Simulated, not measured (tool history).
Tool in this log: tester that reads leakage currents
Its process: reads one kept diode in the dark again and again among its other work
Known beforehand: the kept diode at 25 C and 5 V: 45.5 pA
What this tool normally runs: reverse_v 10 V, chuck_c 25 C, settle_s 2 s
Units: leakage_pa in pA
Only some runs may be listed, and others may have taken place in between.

run    hour  reverse_v  chuck_c  settle_s  leakage_pa
  1       0         10       25         2       67.56
  2    85.2         10       25      2.24       67.04
  3   187.5         10       25      2.24       67.14
  4   247.4         10       25      2.24       67.01
      313.9  -- chuck's temperature calibrated
  5   318.5         10       25      2.24       67.09
  6   373.8         10       25      2.24       66.72
  7   441.8         10       25         2        67.3
  8   541.5         10       25         2       67.26
  9   588.1         10       25         2       67.03
 10   670.6        1.1       25         2       20.82
 11   749.9        1.1       25      0.71        21.2
 12     820        1.1       25      0.71       21.07
 13   918.6        1.1       25      0.71       21.13
 14   980.4        1.1       25      0.71       21.28
 15  1077.8        1.1       25      0.71       21.14
 16  1169.6        1.1       25      0.71       21.03
 17  1254.1        1.1       25      0.71       21.21
     1324.2  -- probe card cleaned and baked
 18  1352.3        1.1       25      2.06       20.77
 19  1453.3        1.1       25      2.06       20.72
 20  1504.1        1.1       25      2.06       20.87
 21  1593.6        1.1       25      2.06       20.81
     1610.1  -- chuck's temperature calibrated
 22    1647          2       48      0.47      143.68
 23  1742.7        3.9       36      0.99       90.37
 24    1807        6.7       49         2      288.03
 25  1872.5       12.2       49       0.4      404.21
 26  1946.2       11.1       49      0.82      379.11
 27  2048.6          3       25      1.29       35.77
 28    2141        8.6       39      9.04      167.03
 29  2196.1        8.6       39      9.04      167.23
 30  2276.5       12.1       24      1.27       70.41
 31  2333.3       12.1       24      1.27       70.34
 32  2417.7       12.1       24      1.27       70.47
 33  2467.7         10       52         2      432.73
 34  2527.4          1       25         2       19.68
 35    2580          1       25         2       19.63
 36  2647.4         14       36      0.58      182.93
 37  2707.8        2.5       30      1.27       46.71
 38  2782.1        2.5       30      1.27       46.53
 39    2877         10       37         2      159.14
     2905.7  -- chuck's temperature calibrated
 40  2953.2         10       40         2      196.34
 41    3037         10       40         2      195.91

Alternative continuations, all from the tool just after run 41; predict every row:
  A  3095.9         10       40      1.58           ?
  B  3095.9         10       40         2           ?
  C  3095.9         10       32         2           ?

run  leakage_pa
  A      196.46
  B      195.61
  C      111.46
The same runs, with their run-to-run variation unchanged, on a tool lacking any hidden condition would have given:
run  leakage_pa
  A      196.39
  B      195.53
  C       111.4
